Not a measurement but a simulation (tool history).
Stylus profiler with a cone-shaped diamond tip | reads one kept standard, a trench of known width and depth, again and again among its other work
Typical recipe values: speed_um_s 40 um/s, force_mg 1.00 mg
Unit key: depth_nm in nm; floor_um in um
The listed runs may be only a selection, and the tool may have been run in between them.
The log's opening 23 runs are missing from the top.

run	hour	speed_um_s	force_mg	scans with this tip	hours of work since the height scale was calibrated	depth_nm	floor_um
# hour 673.7: height scale calibrated on a step standard
24	689.4	40	1.00	12138	11	1001.65	22.98
25	724.5	38	1.02	12484	35	1001.13	22.92
26	755.5	125	0.46	12788	56	999.23	21.46
27	778.8	35	1.00	13018	73	1001.31	22.84
28	804.3	35	1.00	13268	90	1001.11	22.88
29	824.2	11	0.84	13464	104	1000.60	23.04
# hour 854.9: height scale calibrated on a step standard, once more
30	867.2	16	1.08	13881	8	1005.90	22.93
31	889.1	16	1.08	14096	24	1005.54	22.88
32	932.6	58	0.69	14525	54	1003.79	22.23
33	953.0	59	1.29	14725	68	1006.11	22.34
34	991.7	116	0.70	15106	94	1004.09	21.49
35	1025.9	55	0.66	15442	118	1003.73	22.12
36	1054.5	55	2.91	15723	138	1010.49	22.44
37	1072.4	24	0.84	15899	150	1004.25	22.43
38	1110.3	24	0.84	16272	176	1004.44	22.39
39	1128.0	13	0.46	16446	189	1003.02	22.48
40	1157.6	11	0.78	16737	209	1003.75	22.47
41	1175.5	16	2.05	16913	221	1007.89	22.47
42	1212.6	148	1.00	17277	247	1004.53	21.04
43	1244.6	148	1.00	17592	269	1004.63	20.98
44	1285.1	151	0.81	17991	297	1003.91	20.81
45	1310.0	151	0.81	18236	314	1003.25	20.72

3 options for the next run, each taken on its own from the tool as it stands now. Forecast them:
A	1337.1	96	0.65	18502	333	?	?
B	1337.1	151	1.41	18502	333	?	?
C	1337.1	77	1.45	18502	333	?	?

run	depth_nm	floor_um
A	1002.70	21.18
B	1005.61	21.10
C	1005.80	21.69
Take away the tool's hidden state, keep each run's random variation, and the runs would have read:
run	depth_nm	floor_um
A	1003.71	24.85
B	1006.62	24.77
C	1006.81	25.36
